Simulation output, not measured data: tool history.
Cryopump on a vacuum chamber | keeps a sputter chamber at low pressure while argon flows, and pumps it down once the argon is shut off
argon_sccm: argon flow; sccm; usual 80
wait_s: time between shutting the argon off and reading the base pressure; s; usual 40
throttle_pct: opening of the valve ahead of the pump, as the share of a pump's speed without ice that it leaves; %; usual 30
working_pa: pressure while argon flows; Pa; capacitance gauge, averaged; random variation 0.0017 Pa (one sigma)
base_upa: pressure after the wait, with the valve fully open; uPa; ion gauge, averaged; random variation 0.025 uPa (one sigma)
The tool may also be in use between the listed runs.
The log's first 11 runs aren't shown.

run   hour  argon_sccm  wait_s  throttle_pct  working_pa  base_upa
 12  244.5          68      40            30      0.3515      2.08
 13  262.3          68      40            30      0.3500      2.04
 14  291.5          68      40            30      0.3548      2.00
 15  314.5          68      40            30      0.3513      2.06
 16  333.9          86      40            30      0.4462      2.03
 17  353.4          86      40            30      0.4464      2.11
 18  372.5          86      40            30      0.4517      2.13
 19  398.2          45      41            30      0.2349      2.13
 20  428.7          45      41            30      0.2354      2.15
 21  452.2          45      41            30      0.2353      2.15
 22  471.2         120      80            35      0.5442      1.91
 23  498.6         123     193            17      1.1283      1.71
 24  517.6         123     193            17      1.1291      1.71
 25  542.4         123     193            17      1.1201      1.69
 26  559.1         123     193            17      1.1324      1.77
 27  588.2         123     193            17      1.1338      1.80
 28  610.1          80      88            20      0.6294      2.06
 29  630.0          80      88            20      0.6257      2.03
 30  649.0          56      40            20      0.4401      2.42
 31  662.8          56     125            18      0.4894      1.98
 32  681.6          56     125            18      0.4895      1.99
 33  697.4          85     125            37      0.3722      2.04
 34  713.8          56      40            30      0.2995      2.46
 35  735.7         124     220            16      1.2106      1.94

Forecast each of these 3 alternatives for the next run:
  A  750.1          75      46            30           ?         ?
  B  750.1          52     107            36           ?         ?
  C  750.1         124     106            16           ?         ?

run  working_pa  base_upa
  A      0.3981      2.40
  B      0.2342      2.14
  C      1.2236      2.15
Without the tool's hidden state the same runs would have given:
run  working_pa  base_upa
  A      0.3798      0.85
  B      0.2215      0.55
  C      1.1929      0.56

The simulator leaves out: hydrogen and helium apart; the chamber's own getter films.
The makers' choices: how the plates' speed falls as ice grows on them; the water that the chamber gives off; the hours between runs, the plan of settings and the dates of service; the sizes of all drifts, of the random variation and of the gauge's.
